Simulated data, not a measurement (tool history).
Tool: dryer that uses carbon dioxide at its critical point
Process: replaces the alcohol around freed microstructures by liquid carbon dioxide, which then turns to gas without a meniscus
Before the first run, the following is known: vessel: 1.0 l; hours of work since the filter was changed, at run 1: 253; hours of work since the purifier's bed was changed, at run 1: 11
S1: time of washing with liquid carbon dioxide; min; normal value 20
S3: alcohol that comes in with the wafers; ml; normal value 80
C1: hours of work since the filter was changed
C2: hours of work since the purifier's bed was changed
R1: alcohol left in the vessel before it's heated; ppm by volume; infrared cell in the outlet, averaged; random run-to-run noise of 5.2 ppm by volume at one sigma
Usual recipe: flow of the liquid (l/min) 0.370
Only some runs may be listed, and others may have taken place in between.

{"run": 1, "hour": 0.0, "S1": 20, "flow of the liquid (l/min)": 0.37, "S3": 80, "C1": 253, "C2": 11, "R1": 144}
{"run": 2, "hour": 48.6, "S1": 20, "flow of the liquid (l/min)": 0.37, "S3": 80, "C1": 278, "C2": 37, "R1": 149}
{"run": 3, "hour": 90.7, "S1": 20, "flow of the liquid (l/min)": 0.37, "S3": 80, "C1": 300, "C2": 58, "R1": 158}
{"run": 4, "hour": 141.4, "S1": 20, "flow of the liquid (l/min)": 0.37, "S3": 80, "C1": 326, "C2": 84, "R1": 168}
{"run": 5, "hour": 179.2, "S1": 20, "flow of the liquid (l/min)": 0.37, "S3": 80, "C1": 345, "C2": 104, "R1": 175}
{"run": 6, "hour": 232.8, "S1": 14, "flow of the liquid (l/min)": 0.37, "S3": 80, "C1": 373, "C2": 132, "R1": 960}
{"run": 7, "hour": 263.9, "S1": 14, "flow of the liquid (l/min)": 0.37, "S3": 80, "C1": 389, "C2": 148, "R1": 994}
{"run": 8, "hour": 314.6, "S1": 14, "flow of the liquid (l/min)": 0.37, "S3": 80, "C1": 415, "C2": 174, "R1": 1017}
{"run": 9, "hour": 350.5, "S1": 14, "flow of the liquid (l/min)": 0.37, "S3": 80, "C1": 434, "C2": 192, "R1": 1043}
{"run": 10, "hour": 389.2, "S1": 14, "flow of the liquid (l/min)": 0.278, "S3": 80, "C1": 454, "C2": 212, "R1": 3177}
{"run": 11, "hour": 423.0, "S1": 14, "flow of the liquid (l/min)": 0.274, "S3": 80, "C1": 471, "C2": 230, "R1": 3325}
{"run": 12, "hour": 480.7, "S1": 17, "flow of the liquid (l/min)": 0.471, "S3": 92, "C1": 501, "C2": 260, "R1": 204}
{"run": 13, "hour": 535.6, "S1": 27, "flow of the liquid (l/min)": 0.338, "S3": 80, "C1": 529, "C2": 288, "R1": 140}
{"run": 14, "hour": 567.8, "S1": 20, "flow of the liquid (l/min)": 0.578, "S3": 65, "C1": 546, "C2": 305, "R1": 107}
{"run": 15, "hour": 594.2, "S1": 23, "flow of the liquid (l/min)": 0.434, "S3": 37, "C1": 560, "C2": 318, "R1": 133}
{"hour": 636.5, "done": "inlet filter changed"}
{"run": 16, "hour": 641.9, "S1": 23, "flow of the liquid (l/min)": 0.434, "S3": 37, "C1": 3, "C2": 342, "R1": 125}
{"run": 17, "hour": 698.1, "S1": 23, "flow of the liquid (l/min)": 0.434, "S3": 37, "C1": 32, "C2": 371, "R1": 132}
{"run": 18, "hour": 724.1, "S1": 23, "flow of the liquid (l/min)": 0.434, "S3": 37, "C1": 45, "C2": 385, "R1": 154}
{"run": 19, "hour": 780.0, "S1": 23, "flow of the liquid (l/min)": 0.434, "S3": 37, "C1": 74, "C2": 414, "R1": 155}
{"run": 20, "hour": 817.9, "S1": 15, "flow of the liquid (l/min)": 0.37, "S3": 112, "C1": 94, "C2": 433, "R1": 957}
{"run": 21, "hour": 867.8, "S1": 24, "flow of the liquid (l/min)": 0.388, "S3": 80, "C1": 119, "C2": 459, "R1": 183}
{"run": 22, "hour": 909.9, "S1": 27, "flow of the liquid (l/min)": 0.395, "S3": 32, "C1": 141, "C2": 481, "R1": 176}

Consider 4 possible next runs. They are alternatives, not a sequence: every one starts from the tool as it was left by run 22. What does each give?
{"run": "A", "hour": 951.6, "S1": 27, "flow of the liquid (l/min)": 0.607, "S3": 32, "C1": 163, "C2": 502, "R1": "?"}
{"run": "B", "hour": 951.6, "S1": 17, "flow of the liquid (l/min)": 0.251, "S3": 76, "C1": 163, "C2": 502, "R1": "?"}
{"run": "C", "hour": 951.6, "S1": 15, "flow of the liquid (l/min)": 0.37, "S3": 80, "C1": 163, "C2": 502, "R1": "?"}
{"run": "D", "hour": 951.6, "S1": 32, "flow of the liquid (l/min)": 0.342, "S3": 34, "C1": 163, "C2": 502, "R1": "?"}

run=A R1=177
run=B R1=2052
run=C R1=747
run=D R1=181
Without the tool's hidden state the same runs would have given:
run=A R1=3
run=B R1=1734
run=C R1=518
run=D R1=1
